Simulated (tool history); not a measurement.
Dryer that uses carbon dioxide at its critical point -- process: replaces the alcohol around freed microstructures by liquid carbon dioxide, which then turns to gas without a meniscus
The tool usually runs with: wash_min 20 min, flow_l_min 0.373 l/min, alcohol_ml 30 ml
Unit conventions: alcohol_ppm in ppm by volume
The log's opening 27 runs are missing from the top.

run,hour,wash_min,flow_l_min,alcohol_ml,hours of work since the filter was changed,hours of work since the purifier's bed was changed,alcohol_ppm
28,527.4,28,0.417,30,181,415,100
29,553.9,14,0.425,22,201,435,286
30,572.1,14,0.425,22,215,449,281
31,585.1,19,0.398,30,225,458,175
32,605.7,13,0.398,68,240,474,1081
33,623.1,32,0.359,68,253,487,129
34,635.9,29,0.391,45,263,496,124
35,650.1,13,0.251,59,273,507,4065

Each row is a separate what-if for the run after 35, all from the same tool condition, not one after another. Results?
# hour 665.3: purifier's bed changed
A,669.7,13,0.251,68,286,3,?
# hour 665.3: purifier's bed changed
B,669.7,23,0.396,84,286,3,?
# hour 665.3: purifier's bed changed
C,669.7,13,0.512,29,286,3,?
# hour 665.3: purifier's bed changed
D,669.7,20,0.621,30,286,3,?

run,alcohol_ppm
A,4705
B,64
C,140
D,7
With the hidden condition removed and each run's random variation left untouched, the same runs would have given:
run,alcohol_ppm
A,3953
B,42
C,98
D,4
